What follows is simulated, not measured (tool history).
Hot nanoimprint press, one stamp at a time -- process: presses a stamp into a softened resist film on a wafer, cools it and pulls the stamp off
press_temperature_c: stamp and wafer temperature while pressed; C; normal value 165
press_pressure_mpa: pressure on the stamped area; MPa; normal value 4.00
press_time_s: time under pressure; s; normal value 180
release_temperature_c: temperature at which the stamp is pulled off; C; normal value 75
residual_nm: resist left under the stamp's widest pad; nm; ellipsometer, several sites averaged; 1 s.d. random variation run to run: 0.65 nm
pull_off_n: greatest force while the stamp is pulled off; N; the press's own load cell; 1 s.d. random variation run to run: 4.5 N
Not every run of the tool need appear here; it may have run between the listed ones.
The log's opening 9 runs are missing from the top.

run     day  press_temperature_c  press_pressure_mpa  press_time_s  release_temperature_c  hours of work since the thermocouple was calibrated  imprints on the stamp's release coat  hours of work since the press's seals were changed  residual_nm  pull_off_n
      6.046  -- plate thermocouple calibrated
 10   6.679                  165                3.03           180                     75                                                   10                                  1474                                                 353        188.7         228
 11   7.304                  165                3.03           180                     75                                                   20                                  1538                                                 363        188.8         219
 12   8.296                  165                3.03           180                     75                                                   35                                  1639                                                 378        188.4         217
 13   8.933                  165                4.00           127                     75                                                   45                                  1705                                                 388        186.5         220
      9.562  -- stamp cleaned and given a new release coat
 14  10.025                  165                2.90           127                     75                                                   58                                    47                                                 401        212.9         224
 15  10.842                  165                4.00           180                     75                                                   71                                   131                                                 414        166.6         219
 16  11.867                  165                3.74           180                     75                                                   87                                   235                                                 430        171.9         222
 17  12.883                  165                3.74           180                     75                                                  103                                   339                                                 446        170.9         213
 18  13.550                  160                4.00           180                     75                                                  113                                   407                                                 456        203.1         229
 19  14.233                  160                4.00           180                     75                                                  124                                   477                                                 467        199.6         220
 20  14.975                  160                4.00           180                     75                                                  136                                   553                                                 479        200.6         218
 21  15.642                  160                4.00           325                     76                                                  146                                   621                                                 489        164.8         219
 22  16.325                  155                4.48           179                     80                                                  157                                   691                                                 500        228.5         207
 23  17.125                  155                4.48           179                     80                                                  169                                   772                                                 512        229.1         207
 24  17.896                  155                5.75           179                     80                                                  181                                   851                                                 524        209.4         212
 25  18.775                  155                5.14           179                     76                                                  195                                   941                                                 538        218.9         211
 26  19.733                  172                4.00           197                     75                                                  210                                  1039                                                 553        120.9         218
 27  20.654                  173                6.35           180                     62                                                  224                                  1133                                                 567         93.2         242
 28  21.375                  173                6.32           180                     63                                                  236                                  1206                                                 579         94.1         243
 29  22.262                  173                6.32           180                     63                                                  249                                  1297                                                 592         93.7         242
 30  23.138                  160                2.84           180                     76                                                  263                                  1387                                                 606        226.9         218
 31  23.612                  169                2.85           127                     79                                                  271                                  1435                                                 613        185.8         218

Consider 3 possible next runs. They are alternatives, not a sequence: every one starts from the tool as it was left by run 31. What does each give?
  A  24.675                  169                2.85           127                     72                                                  287                                  1544                                                 630            ?           ?
  B  24.675                  176                2.85           127                     79                                                  287                                  1544                                                 630            ?           ?
  C  24.675                  169                6.20           127                     79                                                  287                                  1544                                                 630            ?           ?

run  residual_nm  pull_off_n
  A        186.8         221
  B        145.4         208
  C        127.7         212
Stripped of hidden state, with their random variation kept, the same runs would have yielded:
run  residual_nm  pull_off_n
  A        191.0         219
  B        148.7         205
  C        130.6         210
